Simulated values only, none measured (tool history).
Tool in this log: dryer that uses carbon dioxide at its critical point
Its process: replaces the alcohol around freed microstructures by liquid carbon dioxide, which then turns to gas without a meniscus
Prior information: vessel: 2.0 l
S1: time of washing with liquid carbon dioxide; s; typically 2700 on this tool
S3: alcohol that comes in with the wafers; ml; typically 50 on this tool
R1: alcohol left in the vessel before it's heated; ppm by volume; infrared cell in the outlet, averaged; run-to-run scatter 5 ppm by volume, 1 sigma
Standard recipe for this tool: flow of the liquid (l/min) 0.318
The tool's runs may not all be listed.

Run 1, hour 0.0: usual settings. Result: R1 102 ppm by volume.
Run 2, hour 24.3: usual settings. Result: R1 112 ppm by volume.
Run 3, hour 58.3: usual settings. Result: R1 118 ppm by volume.
Run 4, hour 98.5: usual settings. Result: R1 119 ppm by volume.
Run 5, hour 148.8: usual settings. Result: R1 134 ppm by volume.
Run 6, hour 193.3: usual settings but S1 2040 s. Result: R1 305 ppm by volume.
Run 7, hour 231.5: usual settings but S1 2040 s. Result: R1 295 ppm by volume.
Run 8, hour 253.0: usual settings. Result: R1 143 ppm by volume.
Run 9, hour 281.5: usual settings but S3 88 ml. Result: R1 198 ppm by volume.
Run 10, hour 306.6: usual settings but flow of the liquid (l/min) 0.292. Result: R1 183 ppm by volume.
Run 11, hour 345.3: usual settings but flow of the liquid (l/min) 0.292. Result: R1 186 ppm by volume.
Run 12, hour 375.7: usual settings but flow of the liquid (l/min) 0.292. Result: R1 206 ppm by volume.
Run 13, hour 398.4: usual settings but flow of the liquid (l/min) 0.292. Result: R1 166 ppm by volume.
Run 14, hour 426.6: usual settings but S3 26 ml. Result: R1 146 ppm by volume.
Run 15, hour 461.8: usual settings. Result: R1 164 ppm by volume.
Run 16, hour 491.5: usual settings but S1 1920 s, flow of the liquid (l/min) 0.274. Result: R1 530 ppm by volume.
Run 17, hour 537.5: usual settings but S1 1920 s, flow of the liquid (l/min) 0.274. Result: R1 515 ppm by volume.
Run 18, hour 585.1: usual settings but S1 3420 s, flow of the liquid (l/min) 0.274. Result: R1 159 ppm by volume.
Run 19, hour 628.0: usual settings but S1 3420 s, flow of the liquid (l/min) 0.274. Result: R1 162 ppm by volume.
Run 20, hour 661.5: usual settings but S1 2640 s, flow of the liquid (l/min) 0.400, S3 45 ml. Result: R1 152 ppm by volume.
Run 21, hour 707.7: usual settings but S1 2640 s, flow of the liquid (l/min) 0.400, S3 45 ml. Result: R1 169 ppm by volume.
Run 22, hour 753.1: usual settings but S1 4320 s, flow of the liquid (l/min) 0.395, S3 23 ml. Result: R1 174 ppm by volume.
Run 23, hour 786.6: usual settings but S1 1680 s, flow of the liquid (l/min) 0.266. Result: R1 966 ppm by volume.
Run 24, hour 816.6: usual settings but S1 1680 s, flow of the liquid (l/min) 0.266. Result: R1 1000 ppm by volume.
Run 25, hour 845.3: usual settings but S1 2520 s, flow of the liquid (l/min) 0.368. Result: R1 195 ppm by volume.
Run 26, hour 882.8: usual settings but S1 2340 s, flow of the liquid (l/min) 0.493. Result: R1 190 ppm by volume.
Run 27, hour 910.0: usual settings but S1 1740 s, flow of the liquid (l/min) 0.447, S3 26 ml. Result: R1 224 ppm by volume.
Run 28, hour 954.8: usual settings but S1 1860 s, flow of the liquid (l/min) 0.284, S3 21 ml. Result: R1 396 ppm by volume.
Run 29, hour 982.5: usual settings but S1 3060 s. Result: R1 217 ppm by volume.
Run 30, hour 1025.0: usual settings but S1 2640 s, flow of the liquid (l/min) 0.206, S3 25 ml. Result: R1 417 ppm by volume.

Not shown here: 1 entry made in the log between runs. Locate each between two listed runs and compare the hidden state at the listed run before it with the hidden state at the listed run after it:
Logged between run 12 and run 13: inlet filter changed (hour 380.8)
  flow that reaches the vessel past the clogged filter, %: 90.1 -> 99.6; alcohol in the recycled carbon dioxide, ppm: 121.4 -> 124
  what was measured, less what the result would be without the hidden state, R1: +155 -> +119 ppm by volume
